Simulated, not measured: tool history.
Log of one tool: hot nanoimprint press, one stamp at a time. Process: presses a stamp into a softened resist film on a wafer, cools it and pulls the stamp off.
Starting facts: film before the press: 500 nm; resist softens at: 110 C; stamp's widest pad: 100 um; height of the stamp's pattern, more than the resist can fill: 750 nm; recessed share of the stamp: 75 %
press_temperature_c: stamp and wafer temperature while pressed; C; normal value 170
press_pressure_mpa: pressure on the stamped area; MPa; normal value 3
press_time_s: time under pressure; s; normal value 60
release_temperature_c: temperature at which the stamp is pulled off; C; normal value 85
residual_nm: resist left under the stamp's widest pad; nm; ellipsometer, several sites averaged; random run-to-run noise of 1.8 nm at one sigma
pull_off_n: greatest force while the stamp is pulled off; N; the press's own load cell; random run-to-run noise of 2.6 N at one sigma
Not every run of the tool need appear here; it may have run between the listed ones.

{"run": 1, "hour": 0.0, "press_temperature_c": 170, "press_pressure_mpa": 3, "press_time_s": 60, "release_temperature_c": 85, "residual_nm": 303.5, "pull_off_n": 175}
{"hour": 30.0, "done": "plate thermocouple calibrated"}
{"run": 2, "hour": 30.0, "press_temperature_c": 170, "press_pressure_mpa": 3, "press_time_s": 60, "release_temperature_c": 89, "residual_nm": 313.6, "pull_off_n": 166}
{"run": 3, "hour": 74.9, "press_temperature_c": 170, "press_pressure_mpa": 3, "press_time_s": 47, "release_temperature_c": 85, "residual_nm": 338.2, "pull_off_n": 192}
{"run": 4, "hour": 111.4, "press_temperature_c": 162, "press_pressure_mpa": 3, "press_time_s": 60, "release_temperature_c": 85, "residual_nm": 395.6, "pull_off_n": 186}
{"run": 5, "hour": 133.4, "press_temperature_c": 174, "press_pressure_mpa": 3, "press_time_s": 60, "release_temperature_c": 85, "residual_nm": 271.6, "pull_off_n": 195}
{"run": 6, "hour": 178.3, "press_temperature_c": 170, "press_pressure_mpa": 2.24, "press_time_s": 60, "release_temperature_c": 85, "residual_nm": 347.7, "pull_off_n": 195}
{"run": 7, "hour": 204.7, "press_temperature_c": 170, "press_pressure_mpa": 2.24, "press_time_s": 60, "release_temperature_c": 85, "residual_nm": 347.2, "pull_off_n": 206}
{"run": 8, "hour": 233.3, "press_temperature_c": 170, "press_pressure_mpa": 2.24, "press_time_s": 60, "release_temperature_c": 85, "residual_nm": 345.6, "pull_off_n": 201}
{"hour": 250.8, "done": "plate thermocouple calibrated, once more"}
{"hour": 256.8, "done": "stamp cleaned and given a new release coat"}
{"run": 9, "hour": 288.4, "press_temperature_c": 170, "press_pressure_mpa": 2.24, "press_time_s": 60, "release_temperature_c": 85, "residual_nm": 319.9, "pull_off_n": 126}
{"run": 10, "hour": 317.2, "press_temperature_c": 170, "press_pressure_mpa": 2.24, "press_time_s": 60, "release_temperature_c": 85, "residual_nm": 322.4, "pull_off_n": 128}
{"run": 11, "hour": 353.2, "press_temperature_c": 170, "press_pressure_mpa": 3, "press_time_s": 60, "release_temperature_c": 85, "residual_nm": 290.3, "pull_off_n": 126}
{"run": 12, "hour": 397.3, "press_temperature_c": 170, "press_pressure_mpa": 2.4, "press_time_s": 60, "release_temperature_c": 85, "residual_nm": 310.9, "pull_off_n": 127}
{"run": 13, "hour": 445.0, "press_temperature_c": 170, "press_pressure_mpa": 2.4, "press_time_s": 60, "release_temperature_c": 85, "residual_nm": 315.3, "pull_off_n": 140}
{"run": 14, "hour": 479.7, "press_temperature_c": 170, "press_pressure_mpa": 2.4, "press_time_s": 60, "release_temperature_c": 85, "residual_nm": 318.2, "pull_off_n": 142}
{"run": 15, "hour": 526.2, "press_temperature_c": 170, "press_pressure_mpa": 3, "press_time_s": 60, "release_temperature_c": 80, "residual_nm": 297.7, "pull_off_n": 161}
{"run": 16, "hour": 566.0, "press_temperature_c": 170, "press_pressure_mpa": 2.07, "press_time_s": 60, "release_temperature_c": 85, "residual_nm": 331.7, "pull_off_n": 155}
{"run": 17, "hour": 606.8, "press_temperature_c": 170, "press_pressure_mpa": 2.07, "press_time_s": 60, "release_temperature_c": 85, "residual_nm": 333.8, "pull_off_n": 150}
{"run": 18, "hour": 649.0, "press_temperature_c": 170, "press_pressure_mpa": 2.96, "press_time_s": 52, "release_temperature_c": 85, "residual_nm": 307.7, "pull_off_n": 157}
{"run": 19, "hour": 690.7, "press_temperature_c": 170, "press_pressure_mpa": 2.37, "press_time_s": 118, "release_temperature_c": 85, "residual_nm": 264.4, "pull_off_n": 159}
{"run": 20, "hour": 723.0, "press_temperature_c": 170, "press_pressure_mpa": 3, "press_time_s": 36, "release_temperature_c": 84, "residual_nm": 345, "pull_off_n": 170}
{"hour": 761.9, "done": "press's hydraulic seals changed and the load cell set to zero"}
{"run": 21, "hour": 777.1, "press_temperature_c": 170, "press_pressure_mpa": 3, "press_time_s": 67, "release_temperature_c": 92, "residual_nm": 284.9, "pull_off_n": 135}
{"run": 22, "hour": 821.7, "press_temperature_c": 167, "press_pressure_mpa": 3, "press_time_s": 61, "release_temperature_c": 74, "residual_nm": 323.1, "pull_off_n": 221}
{"run": 23, "hour": 849.7, "press_temperature_c": 172, "press_pressure_mpa": 3.78, "press_time_s": 110, "release_temperature_c": 91, "residual_nm": 199.8, "pull_off_n": 145}
{"run": 24, "hour": 894.0, "press_temperature_c": 170, "press_pressure_mpa": 3, "press_time_s": 60, "release_temperature_c": 92, "residual_nm": 302.9, "pull_off_n": 143}
{"run": 25, "hour": 935.5, "press_temperature_c": 170, "press_pressure_mpa": 3, "press_time_s": 60, "release_temperature_c": 84, "residual_nm": 299.3, "pull_off_n": 188}
{"run": 26, "hour": 984.9, "press_temperature_c": 170, "press_pressure_mpa": 3, "press_time_s": 60, "release_temperature_c": 84, "residual_nm": 298.6, "pull_off_n": 198}
{"run": 27, "hour": 1007.7, "press_temperature_c": 160, "press_pressure_mpa": 2.47, "press_time_s": 60, "release_temperature_c": 84, "residual_nm": 417.1, "pull_off_n": 201}
{"run": 28, "hour": 1052.1, "press_temperature_c": 170, "press_pressure_mpa": 1.89, "press_time_s": 38, "release_temperature_c": 85, "residual_nm": 383.3, "pull_off_n": 202}
{"hour": 1067.3, "done": "stamp cleaned and given a new release coat"}
{"run": 29, "hour": 1096.5, "press_temperature_c": 170, "press_pressure_mpa": 1.89, "press_time_s": 38, "release_temperature_c": 85, "residual_nm": 389.1, "pull_off_n": 130}
{"run": 30, "hour": 1134.8, "press_temperature_c": 178, "press_pressure_mpa": 3, "press_time_s": 60, "release_temperature_c": 85, "residual_nm": 229.5, "pull_off_n": 130}
{"run": 31, "hour": 1167.7, "press_temperature_c": 173, "press_pressure_mpa": 4.42, "press_time_s": 111, "release_temperature_c": 89, "residual_nm": 184.3, "pull_off_n": 118}

A few steps of residual_nm between consecutive runs. Split each: what settings, incoming material and random variation would produce without the hidden state, and what is left over for the hidden state, along with gauge scatter present in only one of the two compared results (measured, and without hidden state):
What the log doesn't record here: true temperature over the reading, C; pressure that arrives at the usual setting, %; grip of the stamp's worn release coat, % over a new coat's; drift of the gauge itself on residual_nm, %; drift of the gauge itself on pull_off_n, %.
Run 1 -> 2: release_temperature_c 85 -> 89, plate thermocouple calibrated. residual_nm +10.1 nm: hidden state +7.1, all else +3.
Run 4 -> 5: press_temperature_c 162 -> 174. residual_nm -124 nm: hidden state +0, all else -124.
Run 8 -> 9: plate thermocouple calibrated, once more, stamp cleaned and given a new release coat. residual_nm -25.7 nm: hidden state -28.5, all else +2.8.
Run 20 -> 21: press_time_s 36 -> 67, release_temperature_c 84 -> 92, press's hydraulic seals changed and the load cell set to zero. residual_nm -60.1 nm: hidden state -4.6, all else -55.5.
Run 22 -> 23: press_temperature_c 167 -> 172, press_pressure_mpa 3 -> 3.78, press_time_s 61 -> 110, release_temperature_c 74 -> 91. residual_nm -123.3 nm: hidden state -1.9, all else -121.4.
Run 29 -> 30: press_temperature_c 170 -> 178, press_pressure_mpa 1.89 -> 3, press_time_s 38 -> 60. residual_nm -159.6 nm: hidden state +0.7, all else -160.3.
